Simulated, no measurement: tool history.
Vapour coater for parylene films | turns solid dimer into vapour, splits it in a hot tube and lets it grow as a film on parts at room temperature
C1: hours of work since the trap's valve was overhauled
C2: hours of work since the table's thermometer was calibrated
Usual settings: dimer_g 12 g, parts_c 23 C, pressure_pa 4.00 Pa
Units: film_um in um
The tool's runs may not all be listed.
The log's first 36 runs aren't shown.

Run 37, hour 801.5: usual settings but dimer_g 10 g, parts_c 27 C, pressure_pa 2.51 Pa; C1 567; C2 595. Result: film_um 1.24 um.
Run 38, hour 815.9: usual settings but dimer_g 10 g, parts_c 21 C, pressure_pa 4.03 Pa; C1 575; C2 603. Result: film_um 1.53 um.
Run 39, hour 835.9: usual settings but pressure_pa 5.70 Pa; C1 586; C2 614. Result: film_um 1.68 um.
Run 40, hour 861.3: usual settings but pressure_pa 5.70 Pa; C1 600; C2 627. Result: film_um 1.63 um.
Run 41, hour 874.0: usual settings but dimer_g 10 g, pressure_pa 6.79 Pa; C1 607; C2 634. Result: film_um 1.35 um.
Run 42, hour 900.9: usual settings but parts_c 31 C; C1 621; C2 649. Result: film_um 1.13 um.
Run 43, hour 926.3: usual settings but dimer_g 9 g, parts_c 33 C, pressure_pa 7.50 Pa; C1 635; C2 663. Result: film_um 0.75 um.
Run 44, hour 957.8: usual settings but dimer_g 9 g, pressure_pa 4.85 Pa; C1 652; C2 680. Result: film_um 1.26 um.
Run 45, hour 984.4: usual settings but dimer_g 9 g, parts_c 16 C, pressure_pa 6.43 Pa; C1 667; C2 694. Result: film_um 1.69 um.
Run 46, hour 1002.4: usual settings but dimer_g 9 g, parts_c 16 C, pressure_pa 6.43 Pa; C1 677; C2 704. Result: film_um 1.67 um.
Run 47, hour 1026.3: usual settings but parts_c 25 C, pressure_pa 9.46 Pa; C1 690; C2 717. Result: film_um 1.38 um.

Forecast each of these 4 alternatives for the next run:
At hour 1036.4: trap's valve overhauled.
Run A, hour 1047.7: usual settings but dimer_g 6 g, parts_c 25 C, pressure_pa 9.46 Pa; C1 6; C2 727. Result: film_um ?.
At hour 1036.4: trap's valve overhauled.
Run B, hour 1047.7: usual settings but dimer_g 7 g, parts_c 32 C, pressure_pa 9.46 Pa; C1 6; C2 727. Result: film_um ?.
At hour 1036.4: trap's valve overhauled.
Run C, hour 1047.7: usual settings but dimer_g 9 g, parts_c 17 C, pressure_pa 8.53 Pa; C1 6; C2 727. Result: film_um ?.
At hour 1036.4: trap's valve overhauled.
Run D, hour 1047.7: usual settings but dimer_g 18 g, parts_c 31 C, pressure_pa 3.10 Pa; C1 6; C2 727. Result: film_um ?.

run  film_um
  A     0.84
  B     0.70
  C     1.80
  D     2.07
Without the tool's hidden state the same runs would have given:
run  film_um
  A     0.84
  B     0.70
  C     1.81
  D     2.08
